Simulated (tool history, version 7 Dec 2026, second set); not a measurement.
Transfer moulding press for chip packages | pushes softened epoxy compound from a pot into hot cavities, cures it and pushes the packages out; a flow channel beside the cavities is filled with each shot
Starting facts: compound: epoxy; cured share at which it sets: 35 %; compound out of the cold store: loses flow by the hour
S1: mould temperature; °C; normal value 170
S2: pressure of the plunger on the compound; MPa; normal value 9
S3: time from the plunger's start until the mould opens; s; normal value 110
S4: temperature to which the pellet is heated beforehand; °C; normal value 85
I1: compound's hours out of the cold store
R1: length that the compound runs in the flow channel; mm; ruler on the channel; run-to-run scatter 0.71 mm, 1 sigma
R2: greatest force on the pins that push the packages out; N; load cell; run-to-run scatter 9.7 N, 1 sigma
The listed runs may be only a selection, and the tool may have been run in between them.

run	hour	S1	S2	S3	S4	I1	R1	R2
1	0	170	9	110	85	35.5	488.3	625
2	10.5	176	9	110	85	34.7	477.9	570
3	16.7	170	7.05	110	85	20.4	452.7	679
4	24.9	170	7.05	110	85	11.9	465.1	710
5	33.2	170	7.05	110	85	32	436.3	740
6	41.6	170	9	110	85	30.1	495	764
7	49.1	170	9	110	85	43.9	474.9	743
8	53.9	170	9	110	85	22.7	505.9	795
9	62.7	170	9	115	85	23.5	505.2	749
10	71.8	170	9	115	85	18.4	512.7	765
# hour 75.6: cavities cleaned with cleaning compound and waxed
11	80.6	170	9	110	77	35.9	485.5	487
12	90.3	170	9	110	85	31.2	494.3	531
13	101.5	170	9	110	85	18.9	510.9	588
14	107.2	170	9	110	85	12.7	520.9	659
15	114.5	171	9	149	76	32.1	489.7	509
16	121.4	170	9	92	85	30.3	493.2	972
17	127.1	170	9	145	75	18.4	512	563
18	136.3	170	9	145	88	46	470.6	568
19	144.7	170	9	129	76	46.9	468.3	628
20	149.9	162	6.92	97	95	41.5	430.8	1550
21	160.9	170	9	123	82	11.7	522.3	695
22	169	170	9	129	90	14.8	516.3	673
23	179	170	9	129	90	11	522.5	679
# hour 188.3: cavities cleaned with cleaning compound and waxed
24	191.2	170	8.12	98	85	43.7	448	568
25	200.5	171	9	130	75	36.5	480.1	435
26	207.2	168	9	126	85	9.9	527.6	522
27	214.6	170	7.37	102	85	32.5	441.9	711
28	220	170	7.6	90	85	18.8	468.8	977

Here are 5 independent what-if runs from the current tool condition. What would each one return?
A	230.5	163	7.89	114	85	31.4	?	?
B	230.5	175	10.38	110	85	35.8	?	?
C	230.5	169	9	97	85	23.7	?	?
D	230.5	174	7.6	136	77	23.7	?	?
E	230.5	171	7.03	105	85	30.3	?	?

run	R1	R2
A	471.4	986
B	506	560
C	503.6	946
D	455.1	513
E	432.2	666
What these runs would have given with no unlogged condition in the tool:
run	R1	R2
A	477.5	637
B	512.8	371
C	510.2	615
D	461.2	345
E	437.9	434
